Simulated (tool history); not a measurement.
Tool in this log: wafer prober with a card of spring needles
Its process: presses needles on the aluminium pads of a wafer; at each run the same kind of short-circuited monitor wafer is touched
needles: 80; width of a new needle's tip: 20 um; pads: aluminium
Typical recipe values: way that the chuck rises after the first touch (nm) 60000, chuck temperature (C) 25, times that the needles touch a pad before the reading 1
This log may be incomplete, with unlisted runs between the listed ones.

run,hour,way that the chuck rises after the first touch (nm),chuck temperature (C),times that the needles touch a pad before the reading,resistance of one needle with its contact and lead (mohm),way that a needle slides on the pad (nm)
1,0.0,60000,25,1,278,13220
2,19.1,60000,25,1,310,13220
# hour 31.4: tips cleaned on abrasive film
3,40.3,60000,71,1,362,13160
4,70.5,60000,112,1,353,13180
# hour 74.8: tips cleaned on abrasive film
5,95.5,60000,112,1,321,13160
# hour 117.0: tips cleaned on abrasive film
6,122.3,60000,112,1,285,13130
7,147.5,60000,112,1,331,13150
# hour 159.5: tips cleaned on abrasive film
# hour 163.7: tips cleaned on abrasive film, once more
8,165.2,60000,112,1,268,13120
9,186.1,60000,25,1,303,13130
10,199.9,60000,25,1,322,13140
# hour 206.5: tips cleaned on abrasive film
11,226.0,60000,25,1,300,13090
12,247.8,60000,25,1,328,13110
# hour 249.2: tips cleaned on abrasive film
13,274.6,60000,25,1,304,13070
# hour 277.6: height of the first contact set anew
# hour 291.4: tips cleaned on abrasive film
14,295.4,46000,26,1,284,10230
15,310.6,46000,26,1,340,10220
16,324.5,46000,26,1,373,10220
# hour 334.2: tips cleaned on abrasive film
17,346.4,49000,34,3,267,10870
18,374.2,49000,34,3,287,10860
# hour 376.7: tips cleaned on abrasive film
19,403.5,60000,80,2,289,13330
# hour 419.2: tips cleaned on abrasive film
20,424.7,74000,35,1,257,16400
21,450.9,47000,40,1,364,10400
# hour 462.7: tips cleaned on abrasive film
22,474.5,57000,31,2,268,12600
23,491.5,57000,31,2,286,12620
# hour 505.3: tips cleaned on abrasive film
24,505.4,46000,32,1,258,10160

Branching from run 24: 5 alternative next runs. What would each branch give?
A,524.3,46000,32,3,?,?
B,524.3,46000,88,3,?,?
C,524.3,45000,25,1,?,?
D,524.3,80000,108,2,?,?
E,524.3,42000,32,2,?,?

run,resistance of one needle with its contact and lead (mohm),way that a needle slides on the pad (nm)
A,279,10140
B,289,10150
C,345,9920
D,270,17690
E,311,9270
Stripped of hidden state, with their random variation kept, the same runs would have yielded:
run,resistance of one needle with its contact and lead (mohm),way that a needle slides on the pad (nm)
A,243,10220
B,257,10230
C,242,9990
D,250,17760
E,242,9350

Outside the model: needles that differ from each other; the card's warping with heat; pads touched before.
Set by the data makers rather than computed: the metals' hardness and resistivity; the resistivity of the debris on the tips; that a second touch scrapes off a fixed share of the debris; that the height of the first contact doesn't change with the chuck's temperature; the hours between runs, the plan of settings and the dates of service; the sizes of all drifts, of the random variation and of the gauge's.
